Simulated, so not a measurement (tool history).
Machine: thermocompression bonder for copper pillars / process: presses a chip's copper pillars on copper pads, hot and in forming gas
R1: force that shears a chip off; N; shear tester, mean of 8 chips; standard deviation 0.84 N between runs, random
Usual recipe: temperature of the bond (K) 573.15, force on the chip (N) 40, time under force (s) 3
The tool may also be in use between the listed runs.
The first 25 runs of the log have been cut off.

Run 26, hour 317.7: usual settings but force on the chip (N) 48. Result: R1 66.3 N.
Run 27, hour 329.4: usual settings but temperature of the bond (K) 561.15. Result: R1 47.6 N.
Run 28, hour 340.7: usual settings but temperature of the bond (K) 601.15, force on the chip (N) 42. Result: R1 82.2 N.
Run 29, hour 354.7: usual settings but temperature of the bond (K) 588.15, force on the chip (N) 45, time under force (s) 8. Result: R1 98.3 N.
Run 30, hour 364.3: usual settings but temperature of the bond (K) 567.15, force on the chip (N) 46, time under force (s) 9. Result: R1 85.1 N.
Run 31, hour 378.6: usual settings but temperature of the bond (K) 591.15. Result: R1 69.8 N.
Run 32, hour 395.5: usual settings but temperature of the bond (K) 591.15, force on the chip (N) 58. Result: R1 92.9 N.
Run 33, hour 405.6: usual settings but temperature of the bond (K) 563.15, force on the chip (N) 35. Result: R1 42.6 N.
Run 34, hour 420.2: usual settings but force on the chip (N) 33, time under force (s) 4. Result: R1 51.2 N.
Run 35, hour 429.5: usual settings but force on the chip (N) 33, time under force (s) 4. Result: R1 51.6 N.
Run 36, hour 446.7: usual settings but force on the chip (N) 28, time under force (s) 6. Result: R1 50.9 N.
Run 37, hour 458.8: usual settings but temperature of the bond (K) 544.15, force on the chip (N) 53, time under force (s) 2. Result: R1 40.6 N.
Run 38, hour 472.3: usual settings but temperature of the bond (K) 572.15, force on the chip (N) 45, time under force (s) 7. Result: R1 81.2 N.
Run 39, hour 490.3: usual settings but temperature of the bond (K) 591.15, force on the chip (N) 45, time under force (s) 7. Result: R1 96.2 N.

Each row is a separate what-if for the run after 39, all from the same tool condition, not one after another. Results?
Run A, hour 499.6: usual settings but temperature of the bond (K) 591.15, force on the chip (N) 45, time under force (s) 7. Result: R1 ?.
Run B, hour 499.6: usual settings but temperature of the bond (K) 587.15, force on the chip (N) 45, time under force (s) 7. Result: R1 ?.
Run C, hour 499.6: usual settings but temperature of the bond (K) 577.15, force on the chip (N) 26, time under force (s) 7. Result: R1 ?.
Run D, hour 499.6: usual settings. Result: R1 ?.
Run E, hour 499.6: usual settings but temperature of the bond (K) 591.15, time under force (s) 2. Result: R1 ?.

run    R1
  A    96
  B  92.5
  C  53.5
  D  54.8
  E    59
What these runs would have given with no unlogged condition in the tool:
run     R1
  A  110.9
  B  107.7
  C   66.4
  D   67.8
  E   72.3

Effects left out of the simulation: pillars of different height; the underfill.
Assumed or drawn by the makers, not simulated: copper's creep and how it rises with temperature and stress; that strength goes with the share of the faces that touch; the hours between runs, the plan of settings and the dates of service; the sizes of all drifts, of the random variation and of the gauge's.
